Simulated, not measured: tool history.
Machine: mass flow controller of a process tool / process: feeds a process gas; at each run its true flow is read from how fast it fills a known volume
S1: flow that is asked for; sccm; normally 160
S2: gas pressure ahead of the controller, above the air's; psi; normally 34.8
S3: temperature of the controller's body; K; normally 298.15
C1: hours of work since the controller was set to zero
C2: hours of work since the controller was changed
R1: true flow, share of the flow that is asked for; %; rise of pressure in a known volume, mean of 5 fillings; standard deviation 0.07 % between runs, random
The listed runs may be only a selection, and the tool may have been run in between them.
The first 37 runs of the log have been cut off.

Run 38, hour 2453.9: usual settings but S1 29 sccm, S2 37.7 psi, S3 305.15 K; C1 286; C2 1830. Result: R1 95.67 %.
Run 39, hour 2530.9: usual settings but S1 41 sccm, S2 24.9 psi, S3 305.15 K; C1 335; C2 1879. Result: R1 96.23 %.
Run 40, hour 2601.8: usual settings but S1 41 sccm, S2 24.9 psi, S3 305.15 K; C1 381; C2 1925. Result: R1 96.35 %.
Run 41, hour 2646.4: usual settings but S2 31.3 psi; C1 409; C2 1953. Result: R1 98.45 %.
Run 42, hour 2723.3: usual settings but S2 24.9 psi; C1 458; C2 2002. Result: R1 98.59 %.
Run 43, hour 2802.3: usual settings but S1 100 sccm, S2 31.3 psi; C1 509; C2 2053. Result: R1 97.62 %.
Run 44, hour 2890.8: usual settings but S2 23.1 psi, S3 297.15 K; C1 565; C2 2109. Result: R1 98.74 %.
Run 45, hour 2946.5: usual settings but S2 27.8 psi; C1 601; C2 2145. Result: R1 98.54 %.
Run 46, hour 3005.3: usual settings but S1 177 sccm, S2 38.9 psi; C1 638; C2 2183. Result: R1 98.38 %.
Run 47, hour 3077.6: usual settings but S1 46 sccm, S2 21.9 psi, S3 296.15 K; C1 685; C2 2229. Result: R1 97.20 %.

Alternative continuations, all from the tool just after run 47; predict every row:
Run A, hour 3125.0: usual settings but S1 149 sccm, S2 33.1 psi, S3 307.15 K; C1 715; C2 2259. Result: R1 ?.
Run B, hour 3125.0: usual settings but S1 152 sccm, S2 21.9 psi, S3 296.15 K; C1 715; C2 2259. Result: R1 ?.
Run C, hour 3125.0: usual settings but S1 41 sccm, S2 29.9 psi, S3 301.15 K; C1 715; C2 2259. Result: R1 ?.
Run D, hour 3125.0: usual settings but S1 46 sccm, S2 26.3 psi, S3 311.15 K; C1 715; C2 2259. Result: R1 ?.

run     R1
  A  97.16
  B  98.81
  C  96.24
  D  95.53
With the hidden condition removed and each run's random variation left untouched, the same runs would have given:
run     R1
  A  98.20
  B  99.85
  C  97.52
  D  96.77

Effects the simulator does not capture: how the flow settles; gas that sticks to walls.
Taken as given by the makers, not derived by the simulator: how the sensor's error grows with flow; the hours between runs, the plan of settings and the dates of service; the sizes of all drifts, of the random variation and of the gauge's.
